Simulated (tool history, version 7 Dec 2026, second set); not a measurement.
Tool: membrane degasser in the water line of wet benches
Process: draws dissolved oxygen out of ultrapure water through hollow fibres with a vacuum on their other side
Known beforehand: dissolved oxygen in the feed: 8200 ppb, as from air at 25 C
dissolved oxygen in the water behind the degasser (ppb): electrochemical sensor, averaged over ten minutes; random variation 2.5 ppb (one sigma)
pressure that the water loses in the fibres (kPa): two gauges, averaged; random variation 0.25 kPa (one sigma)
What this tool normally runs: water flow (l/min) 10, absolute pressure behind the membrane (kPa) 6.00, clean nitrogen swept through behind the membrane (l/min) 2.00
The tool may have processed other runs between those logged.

run      day  water flow (l/min)  absolute pressure behind the membrane (kPa)  clean nitrogen swept through behind the membrane (l/min)  dissolved oxygen in the water behind the degasser (ppb)  pressure that the water loses in the fibres (kPa)
  1    0.000                  10                                         6.00                                                      2.00                                                    253.5                                              66.10
  2    5.071                  10                                         6.00                                                      2.00                                                    248.4                                              66.24
  3   11.233                  10                                         6.00                                                      3.68                                                    241.5                                              65.77
  4   16.912                  10                                         6.00                                                      3.68                                                    233.6                                              66.25
  5   21.888                  10                                        11.78                                                      2.00                                                    312.0                                              65.71
  6   28.517                  10                                         6.00                                                      2.00                                                    250.9                                              65.39
  7   34.492                   8                                         6.00                                                      2.00                                                    138.0                                              52.40
  8   41.675                   7                                         6.00                                                      2.00                                                     95.7                                              45.91
  9   46.492                  16                                         6.00                                                      2.00                                                    695.2                                             105.33
 10   52.371                  16                                         6.00                                                      2.00                                                    694.0                                             105.08
 11   60.508                  16                                         6.00                                                      2.00                                                    690.2                                             104.43
 12   67.788                  13                                         6.00                                                      2.00                                                    465.2                                              84.86
 13   71.383                  13                                         6.00                                                      2.00                                                    461.4                                              84.51
 14   76.588                  13                                         6.00                                                      2.00                                                    455.6                                              84.81
 15   84.704                  13                                         6.00                                                      2.00                                                    457.0                                              84.26
 16   92.238                  10                                         6.00                                                      2.00                                                    251.9                                              64.78
 17   99.450                   7                                        14.19                                                      4.82                                                    111.1                                              45.66
 18  103.542                  12                                        14.19                                                      5.58                                                    410.4                                              77.80
 19  107.900                   6                                         6.89                                                      2.48                                                     62.2                                              39.06
 20  113.762                   6                                         6.89                                                      2.48                                                     61.7                                              38.68
 21  119.462                   6                                         6.89                                                      2.48                                                     63.5                                              39.11
 22  124.504                   6                                         6.89                                                      2.48                                                     62.1                                              38.94
 23  129.250                  10                                         8.90                                                      2.00                                                    280.6                                              64.37
 24  134.725                  15                                         8.90                                                      2.62                                                    646.5                                              96.31
     136.017  -- gauge calibrated
     136.583  -- vacuum gauge calibrated
 25  142.612                  15                                         8.90                                                      2.62                                                    648.8                                              99.11
 26  146.875                  16                                         6.00                                                      2.76                                                    681.5                                             106.31
 27  154.154                  16                                         6.00                                                      2.76                                                    686.3                                             105.81
 28  157.633                  16                                         6.00                                                      2.76                                                    684.9                                             105.72
 29  163.083                  16                                         6.00                                                      2.76                                                    688.4                                             104.95
 30  170.246                   6                                         6.00                                                      1.06                                                     78.8                                              39.57
 31  174.579                  13                                        13.80                                                      1.59                                                    597.3                                              85.61
     175.058  -- seals of the vacuum lines changed
 32  182.188                   6                                         3.67                                                      2.50                                                     41.8                                              39.08

Predict each of these 4 candidate next runs independently; none follows another, all start after run 32:
  A  187.888                  12                                         6.23                                                      2.16                                                        ?                                                  ?
  B  187.888                   6                                        13.62                                                      2.81                                                        ?                                                  ?
  C  187.888                   7                                         6.00                                                      1.35                                                        ?                                                  ?
  D  187.888                   9                                         5.33                                                      5.41                                                        ?                                                  ?

run  dissolved oxygen in the water behind the degasser (ppb)  pressure that the water loses in the fibres (kPa)
  A                                                    391.3                                              78.94
  B                                                     95.3                                              39.34
  C                                                    105.8                                              46.02
  D                                                    171.4                                              58.76
Without the tool's unlogged condition, the same runs would have read:
run  dissolved oxygen in the water behind the degasser (ppb)  pressure that the water loses in the fibres (kPa)
  A                                                    390.8                                              79.71
  B                                                     95.2                                              39.72
  C                                                    105.6                                              46.47
  D                                                    171.1                                              59.34
